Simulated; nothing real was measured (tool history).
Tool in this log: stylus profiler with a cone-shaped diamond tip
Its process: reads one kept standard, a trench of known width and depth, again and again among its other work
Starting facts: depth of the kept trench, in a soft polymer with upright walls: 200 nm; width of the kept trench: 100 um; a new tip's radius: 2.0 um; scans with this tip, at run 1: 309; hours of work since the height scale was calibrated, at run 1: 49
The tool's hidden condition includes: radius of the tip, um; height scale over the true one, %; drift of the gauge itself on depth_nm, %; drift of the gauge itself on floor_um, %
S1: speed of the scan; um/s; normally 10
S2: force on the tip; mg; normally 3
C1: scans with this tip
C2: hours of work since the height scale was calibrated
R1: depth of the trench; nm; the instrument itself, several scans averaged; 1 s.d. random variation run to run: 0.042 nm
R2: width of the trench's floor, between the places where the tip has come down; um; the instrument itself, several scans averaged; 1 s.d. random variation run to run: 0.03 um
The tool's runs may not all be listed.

| run | day | S1 | S2 | C1 | C2 | R1 | R2 |
|---|---|---|---|---|---|---|---|
| 1 | 0 | 10 | 3 | 309 | 49 | 203.82 | 98.26 |
| 2 | 0.554 | 10 | 3 | 364 | 57 | 203.86 | 98.24 |
| 3 | 1.071 | 10 | 3 | 415 | 66 | 203.76 | 98.17 |
| 4 | 1.483 | 3 | 3 | 456 | 72 | 203.81 | 98.22 |
| 5 | 2.1 | 3 | 3 | 517 | 82 | 203.82 | 98.21 |
| 6 | 2.538 | 3 | 3 | 560 | 89 | 203.88 | 98.2 |
| 7 | 3.017 | 3 | 3 | 608 | 96 | 203.94 | 98.21 |
| 8 | 3.454 | 10 | 3 | 652 | 103 | 203.85 | 98.21 |
| 9 | 3.883 | 14 | 3 | 694 | 110 | 203.84 | 98.2 |
| 10 | 4.246 | 4 | 3 | 730 | 115 | 203.86 | 98.24 |
| 11 | 4.858 | 4 | 3 | 791 | 125 | 203.81 | 98.19 |
| 12 | 5.438 | 10 | 2.2 | 848 | 134 | 203.31 | 98.18 |
| 13 | 5.908 | 10 | 2.2 | 895 | 141 | 203.2 | 98.17 |
| 14 | 6.479 | 10 | 3.89 | 952 | 150 | 204.63 | 98.2 |
| 15 | 6.912 | 10 | 1.47 | 995 | 157 | 202.54 | 98.15 |
| 16 | 7.529 | 10 | 3.9 | 1056 | 167 | 204.68 | 98.15 |
| 17 | 7.867 | 10 | 1.74 | 1089 | 172 | 202.85 | 98.1 |
| 18 | 8.312 | 10 | 1.74 | 1134 | 179 | 202.78 | 98.15 |
| 19 | 8.688 | 10 | 1.74 | 1171 | 185 | 202.76 | 98.12 |
| 20 | 8.967 | 10 | 3 | 1199 | 189 | 203.92 | 98.19 |
| 21 | 9.242 | 10 | 1.6 | 1226 | 194 | 202.66 | 98.16 |
| 22 | 9.621 | 30 | 3 | 1263 | 200 | 203.93 | 98.16 |
| 23 | 10.138 | 30 | 3 | 1315 | 208 | 203.98 | 98.17 |
| 24 | 10.462 | 10 | 4.05 | 1347 | 213 | 204.83 | 98.16 |
| 25 | 10.825 | 13 | 2.86 | 1383 | 219 | 203.94 | 98.17 |
| 26 | 11.133 | 5 | 6.71 | 1414 | 223 | 206.69 | 98.19 |
| 27 | 11.725 | 5 | 6.71 | 1472 | 233 | 206.63 | 98.17 |
| 28 | 12.054 | 5 | 6.71 | 1505 | 238 | 206.71 | 98.17 |
| 29 | 12.396 | 3 | 8.82 | 1539 | 243 | 207.98 | 98.18 |
| 30 | 12.708 | 6 | 4.68 | 1570 | 248 | 205.37 | 98.21 |
| 31 | 13.171 | 10 | 6.68 | 1616 | 255 | 206.71 | 98.17 |
| 32 | 13.812 | 14 | 3.65 | 1679 | 265 | 204.61 | 98.09 |
| 33 | 14.142 | 14 | 3.65 | 1712 | 271 | 204.56 | 98.18 |
| 34 | 14.667 | 3 | 1.41 | 1764 | 279 | 202.58 | 98.15 |
| 35 | 15.154 | 22 | 2.48 | 1813 | 286 | 203.66 | 98.08 |
| 36 | 15.621 | 30 | 1.63 | 1859 | 294 | 202.81 | 98.11 |
| 37 | 16.033 | 35 | 6.29 | 1900 | 300 | 206.51 | 98.11 |
| 38 | 16.4 | 31 | 3 | 1936 | 306 | 204.08 | 98.1 |
| 39 | 16.692 | 14 | 1.32 | 1965 | 311 | 202.58 | 98.09 |
| 40 | 17.321 | 3 | 3.45 | 2028 | 320 | 204.49 | 98.2 |
| 41 | 17.671 | 5 | 3 | 2062 | 326 | 204.13 | 98.13 |
| 42 | 17.996 | 40 | 4.28 | 2095 | 331 | 205.12 | 98.11 |
| 43 | 18.275 | 40 | 4.28 | 2122 | 335 | 205.07 | 98.05 |
| 44 | 18.738 | 19 | 8.21 | 2168 | 343 | 207.66 | 98.15 |
| 45 | 19.179 | 34 | 7.53 | 2212 | 350 | 207.3 | 98.15 |
| 46 | 19.629 | 34 | 3.9 | 2257 | 357 | 204.86 | 98.12 |
| 47 | 20.029 | 8 | 8.7 | 2296 | 363 | 208.08 | 98.14 |

Alternative continuations, all from the tool just after run 47; predict every row:
| A | 20.292 | 9 | 8.7 | 2323 | 367 | ? | ? |
| B | 20.292 | 25 | 3 | 2323 | 367 | ? | ? |
| C | 20.292 | 3 | 3.05 | 2323 | 367 | ? | ? |
| D | 20.292 | 10 | 4.1 | 2323 | 367 | ? | ? |

| run | R1 | R2 |
|---|---|---|
| A | 207.99 | 98.14 |
| B | 204.09 | 98.08 |
| C | 204.14 | 98.13 |
| D | 205.02 | 98.17 |
What these runs would have given with no unlogged condition in the tool:
| run | R1 | R2 |
|---|---|---|
| A | 207.56 | 98.25 |
| B | 203.67 | 98.19 |
| C | 203.71 | 98.25 |
| D | 204.6 | 98.28 |
